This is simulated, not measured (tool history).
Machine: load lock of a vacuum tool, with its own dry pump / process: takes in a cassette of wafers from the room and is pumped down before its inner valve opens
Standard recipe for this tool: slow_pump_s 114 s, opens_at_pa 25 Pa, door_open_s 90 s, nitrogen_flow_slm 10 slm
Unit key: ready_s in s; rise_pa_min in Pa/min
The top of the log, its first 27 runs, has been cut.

run      day  slow_pump_s  opens_at_pa  door_open_s  nitrogen_flow_slm  incoming humidity of the room's air, %  ready_s  rise_pa_min
 28  237.346           80           30           90                 10                                      48    154.7        0.144
 29  246.775           80           30           90                 10                                    43.3    154.2        0.143
 30  253.546           80           29           90                 14                                    47.7    155.3        0.142
 31  263.629          148           29           42                  8                                      46    212.7        0.141
 32  270.921          148           35           42                  8                                    46.6    209.1         0.15
 33  278.392          148           18           42                 16                                    42.3    216.7        0.155
 34  289.062          114           25           90                 21                                    46.1    186.5        0.158
 35  297.058          114           25           90                 21                                    42.7      185        0.165
 36   307.25          181           25           90                  7                                    47.5    243.1        0.179
 37  319.429           95           25           90                 10                                    48.1    171.6        0.183

Below are 3 alternative next runs, each starting from the tool's condition after run 37. Predict each:
  A  329.508          114           25          113                 10                                    44.3        ?            ?
  B  329.508           95           36           90                 30                                    42.5        ?            ?
  C  329.508           59           25           90                 10                                    44.6        ?            ?

run  ready_s  rise_pa_min
  A    188.9        0.189
  B    168.3        0.179
  C    141.4        0.189
Had the tool no hidden state, the same runs would have come out as:
run  ready_s  rise_pa_min
  A    175.2        0.029
  B    154.7        0.019
  C    125.9        0.029
